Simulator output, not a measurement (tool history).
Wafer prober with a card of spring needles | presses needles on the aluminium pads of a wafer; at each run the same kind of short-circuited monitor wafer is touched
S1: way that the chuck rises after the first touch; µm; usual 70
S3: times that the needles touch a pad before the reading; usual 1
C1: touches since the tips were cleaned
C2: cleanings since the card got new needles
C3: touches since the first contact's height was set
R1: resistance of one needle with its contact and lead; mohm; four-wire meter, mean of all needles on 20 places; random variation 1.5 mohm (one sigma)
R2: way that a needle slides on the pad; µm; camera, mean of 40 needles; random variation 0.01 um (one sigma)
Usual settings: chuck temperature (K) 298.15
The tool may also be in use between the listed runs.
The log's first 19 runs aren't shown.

-- hour=643.5 tips cleaned on abrasive film
-- hour=665.7 tips cleaned on abrasive film
run 20 hour=682.5 | S1=89 chuck_temperature_(K)=325.15 S3=1 | C1=4542 C2=45 C3=56797 | R1=146 R2=18.39
-- hour=686.5 tips cleaned on abrasive film
-- hour=707.5 tips cleaned on abrasive film
run 21 hour=707.7 | S1=89 chuck_temperature_(K)=325.15 S3=1 | C1=56 C2=47 C3=63526 | R1=145 R2=18.36
-- hour=729.2 tips cleaned on abrasive film
run 22 hour=731.3 | S1=81 chuck_temperature_(K)=365.15 S3=1 | C1=563 C2=48 C3=69864 | R1=151 R2=16.73
-- hour=741.4 height of the first contact set anew
-- hour=751.7 tips cleaned on abrasive film
run 23 hour=760.7 | S1=81 chuck_temperature_(K)=365.15 S3=1 | C1=2432 C2=49 C3=5184 | R1=153 R2=16.72
-- hour=776.5 tips cleaned on abrasive film
run 24 hour=790.9 | S1=63 chuck_temperature_(K)=298.15 S3=2 | C1=3887 C2=50 C3=13301 | R1=145 R2=13.02
-- hour=800.6 tips cleaned on abrasive film
-- hour=822.0 tips cleaned on abrasive film
run 25 hour=829.2 | S1=70 chuck_temperature_(K)=298.15 S3=2 | C1=1961 C2=52 C3=23591 | R1=141 R2=14.46
-- hour=842.9 tips cleaned on abrasive film
-- hour=864.6 tips cleaned on abrasive film
run 26 hour=865.7 | S1=53 chuck_temperature_(K)=379.15 S3=1 | C1=297 C2=54 C3=33368 | R1=161 R2=10.95
-- hour=887.3 tips cleaned on abrasive film
-- hour=908.8 tips cleaned on abrasive film
run 27 hour=908.8 | S1=53 chuck_temperature_(K)=379.15 S3=1 | C1=0 C2=56 C3=44948 | R1=163 R2=10.96
-- hour=931.1 tips cleaned on abrasive film
-- hour=953.5 tips cleaned on abrasive film
run 28 hour=955.0 | S1=53 chuck_temperature_(K)=379.15 S3=1 | C1=385 C2=58 C3=57348 | R1=159 R2=10.93
-- hour=974.1 tips cleaned on abrasive film
run 29 hour=991.3 | S1=81 chuck_temperature_(K)=379.15 S3=1 | C1=4632 C2=59 C3=67124 | R1=156 R2=16.75
-- hour=995.3 tips cleaned on abrasive film
-- hour=1011.1 height of the first contact set anew
-- hour=1016.6 tips cleaned on abrasive film
run 30 hour=1035.5 | S1=81 chuck_temperature_(K)=379.15 S3=1 | C1=5079 C2=61 C3=6556 | R1=155 R2=16.74
-- hour=1039.5 tips cleaned on abrasive film
-- hour=1060.8 tips cleaned on abrasive film
run 31 hour=1064.6 | S1=64 chuck_temperature_(K)=373.15 S3=2 | C1=1026 C2=63 C3=14359 | R1=156 R2=13.22
-- hour=1082.7 tips cleaned on abrasive film
run 32 hour=1101.0 | S1=64 chuck_temperature_(K)=373.15 S3=2 | C1=4936 C2=64 C3=24151 | R1=158 R2=13.23

3 ways to go on from here, each from the tool as it stands after run 32. What would each give?
-- hour=1103.9 tips cleaned on abrasive film
-- hour=1125.5 tips cleaned on abrasive film
run A hour=1128.5 | S1=87 chuck_temperature_(K)=298.15 S3=1 | C1=826 C2=66 C3=31530 | R1=? R2=?
-- hour=1103.9 tips cleaned on abrasive film
-- hour=1125.5 tips cleaned on abrasive film
run B hour=1128.5 | S1=70 chuck_temperature_(K)=298.15 S3=2 | C1=826 C2=66 C3=31530 | R1=? R2=?
-- hour=1103.9 tips cleaned on abrasive film
-- hour=1125.5 tips cleaned on abrasive film
run C hour=1128.5 | S1=57 chuck_temperature_(K)=371.15 S3=2 | C1=826 C2=66 C3=31530 | R1=? R2=?

run=A R1=143 R2=18.00
run=B R1=148 R2=14.45
run=C R1=159 R2=11.78
Without the tool's hidden state the same runs would have given:
run=A R1=143 R2=18.00
run=B R1=148 R2=14.45
run=C R1=158 R2=11.78

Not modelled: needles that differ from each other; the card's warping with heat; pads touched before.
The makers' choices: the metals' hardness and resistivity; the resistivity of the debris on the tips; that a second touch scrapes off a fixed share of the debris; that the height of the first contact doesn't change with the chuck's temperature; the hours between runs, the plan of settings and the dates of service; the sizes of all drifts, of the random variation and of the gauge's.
